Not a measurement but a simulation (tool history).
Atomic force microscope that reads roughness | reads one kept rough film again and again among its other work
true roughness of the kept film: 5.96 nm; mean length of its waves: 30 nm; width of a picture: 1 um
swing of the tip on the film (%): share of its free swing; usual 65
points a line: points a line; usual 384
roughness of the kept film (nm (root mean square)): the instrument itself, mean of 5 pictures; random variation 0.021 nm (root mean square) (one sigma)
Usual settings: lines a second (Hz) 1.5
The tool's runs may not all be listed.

| run | hour | lines a second (Hz) | swing of the tip on the film (%) | points a line | roughness of the kept film (nm (root mean square)) |
|---|---|---|---|---|---|
| 1 | 0 | 1.5 | 65 | 384 | 4.049 |
| 2 | 10.9 | 1.5 | 65 | 384 | 3.988 |
| 3 | 17.7 | 1.5 | 65 | 384 | 3.984 |
| 4 | 24.9 | 1.5 | 76 | 384 | 3.844 |
| 5 | 34.3 | 1.5 | 64 | 384 | 3.913 |
| 6 | 43.9 | 1.5 | 64 | 384 | 3.929 |
| 7 | 51.2 | 1.5 | 64 | 384 | 3.851 |
|  | 59.1 | new tip fitted |
| 8 | 59.6 | 1.5 | 64 | 384 | 4.986 |
| 9 | 68.2 | 1.5 | 84 | 384 | 4.713 |
| 10 | 77.8 | 1.5 | 84 | 384 | 4.684 |
| 11 | 83.9 | 1.5 | 65 | 759 | 4.938 |
| 12 | 89.6 | 1.5 | 65 | 759 | 4.853 |
| 13 | 99.6 | 1.5 | 65 | 759 | 4.814 |
| 14 | 106.1 | 1.5 | 65 | 759 | 4.812 |
| 15 | 115.5 | 1.5 | 65 | 759 | 4.733 |
| 16 | 126.2 | 1.5 | 65 | 384 | 4.704 |
| 17 | 134.5 | 1.5 | 65 | 258 | 4.573 |
| 18 | 140.6 | 1.5 | 61 | 384 | 4.623 |
| 19 | 145.9 | 1.5 | 58 | 384 | 4.61 |
| 20 | 156.1 | 1.5 | 65 | 384 | 4.504 |
| 21 | 164.7 | 1.5 | 81 | 384 | 4.257 |
| 22 | 172.5 | 1.5 | 81 | 384 | 4.245 |
| 23 | 183.5 | 1.5 | 65 | 393 | 4.416 |
| 24 | 188.9 | 1.5 | 65 | 393 | 4.385 |
| 25 | 196.3 | 1.5 | 65 | 393 | 4.363 |
| 26 | 205.4 | 0.72 | 65 | 384 | 4.414 |
| 27 | 214.3 | 0.72 | 65 | 384 | 4.352 |
| 28 | 219.7 | 0.72 | 65 | 694 | 4.334 |
| 29 | 227 | 0.72 | 65 | 694 | 4.292 |
| 30 | 234.7 | 0.72 | 78 | 694 | 4.222 |
| 31 | 245.1 | 1.79 | 89 | 281 | 3.736 |
| 32 | 256 | 2.73 | 73 | 936 | 3.891 |
| 33 | 264.4 | 2.73 | 73 | 936 | 3.862 |
| 34 | 270.1 | 1.08 | 78 | 708 | 3.986 |
| 35 | 277.8 | 1.28 | 67 | 384 | 4.034 |
| 36 | 288.9 | 1.26 | 70 | 863 | 4.003 |
| 37 | 296.3 | 1.26 | 74 | 451 | 3.924 |
| 38 | 302.9 | 1.5 | 64 | 384 | 3.939 |
| 39 | 314 | 1.5 | 64 | 384 | 3.908 |
| 40 | 321.1 | 1.5 | 64 | 384 | 3.856 |
|  | 332.6 | new tip fitted |
| 41 | 332.6 | 1.37 | 80 | 527 | 4.892 |
| 42 | 337.7 | 0.66 | 78 | 665 | 5.07 |
| 43 | 348.2 | 0.66 | 78 | 665 | 4.955 |
| 44 | 354.9 | 0.66 | 78 | 665 | 4.938 |
| 45 | 360.4 | 0.66 | 78 | 665 | 4.908 |
| 46 | 369.9 | 0.66 | 78 | 665 | 4.871 |
| 47 | 375.8 | 0.66 | 78 | 665 | 4.85 |
| 48 | 387.5 | 0.66 | 78 | 665 | 4.774 |
| 49 | 396.1 | 1.76 | 62 | 932 | 4.733 |
| 50 | 403.7 | 1.76 | 62 | 932 | 4.696 |
| 51 | 415.2 | 1.76 | 62 | 932 | 4.634 |
| 52 | 420.9 | 2.96 | 70 | 857 | 4.385 |
| 53 | 425.8 | 2.96 | 70 | 857 | 4.372 |
| 54 | 430.6 | 2.57 | 86 | 683 | 4.026 |

3 ways to go on from here, each from the tool as it stands after run 54. What would each give?
| A | 442.1 | 1.51 | 86 | 317 | ? |
| B | 442.1 | 1.57 | 65 | 489 | ? |
| C | 442.1 | 1.49 | 64 | 504 | ? |

| run | roughness of the kept film (nm (root mean square)) |
|---|---|
| A | 4.212 |
| B | 4.482 |
| C | 4.506 |
Without the tool's hidden state the same runs would have given:
| run | roughness of the kept film (nm (root mean square)) |
|---|---|
| A | 4.768 |
| B | 5.073 |
| C | 5.101 |
